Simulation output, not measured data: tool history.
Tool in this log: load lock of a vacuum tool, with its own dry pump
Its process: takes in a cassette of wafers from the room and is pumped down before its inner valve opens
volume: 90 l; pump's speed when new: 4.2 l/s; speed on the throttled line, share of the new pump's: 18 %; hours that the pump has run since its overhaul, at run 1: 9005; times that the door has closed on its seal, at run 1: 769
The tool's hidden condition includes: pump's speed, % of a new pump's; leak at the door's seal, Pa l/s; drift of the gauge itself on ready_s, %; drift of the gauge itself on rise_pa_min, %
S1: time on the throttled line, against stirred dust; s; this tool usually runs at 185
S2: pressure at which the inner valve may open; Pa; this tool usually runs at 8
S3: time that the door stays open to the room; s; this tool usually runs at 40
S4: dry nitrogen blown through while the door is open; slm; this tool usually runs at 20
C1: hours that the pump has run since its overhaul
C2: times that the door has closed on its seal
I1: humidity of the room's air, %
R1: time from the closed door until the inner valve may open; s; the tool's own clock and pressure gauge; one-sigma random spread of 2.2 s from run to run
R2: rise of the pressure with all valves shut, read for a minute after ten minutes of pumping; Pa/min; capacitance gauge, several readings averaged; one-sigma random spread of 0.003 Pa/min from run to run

run	hour	S1	S2	S3	S4	C1	C2	I1	R1	R2
1	0.0	185	8	40	20	9005	769	43.8	371.9	0.020
2	115.5	185	8	40	20	9121	904	43.0	370.0	0.017
3	273.0	185	8	40	20	9278	1087	47.3	372.0	0.031
4	385.2	185	8	40	20	9390	1217	48.5	368.8	0.031
5	512.5	185	8	167	20	9518	1365	44.8	369.1	0.050
6	675.6	185	8	40	20	9681	1554	44.0	375.0	0.025
7	829.4	185	8	40	20	9834	1733	47.0	372.8	0.026
8	1005.5	159	8	40	20	10011	1938	45.5	354.9	0.031
9	1155.8	159	8	40	20	10161	2112	45.1	353.3	0.025
10	1316.6	114	8	104	20	10322	2299	45.3	316.9	0.047
11	1492.0	114	7	64	20	10497	2503	45.8	320.2	0.034
12	1628.8	220	8	113	7	10634	2662	43.3	401.6	0.069
13	1744.0	220	8	113	7	10749	2796	46.8	404.3	0.072
14	1889.2	220	8	113	7	10894	2964	42.3	403.1	0.073
15	2047.8	220	8	113	7	11053	3149	45.7	404.8	0.076

What does the tool deliver on the next run?
16	2163.6	220	6	113	7	11169	3283	45.0	?	?

{"run 16": {"R1": 413.2, "R2": 0.072}}
With no hidden state in the tool, this same run would have given R1 392.9 s, R2 0.063 Pa/min.
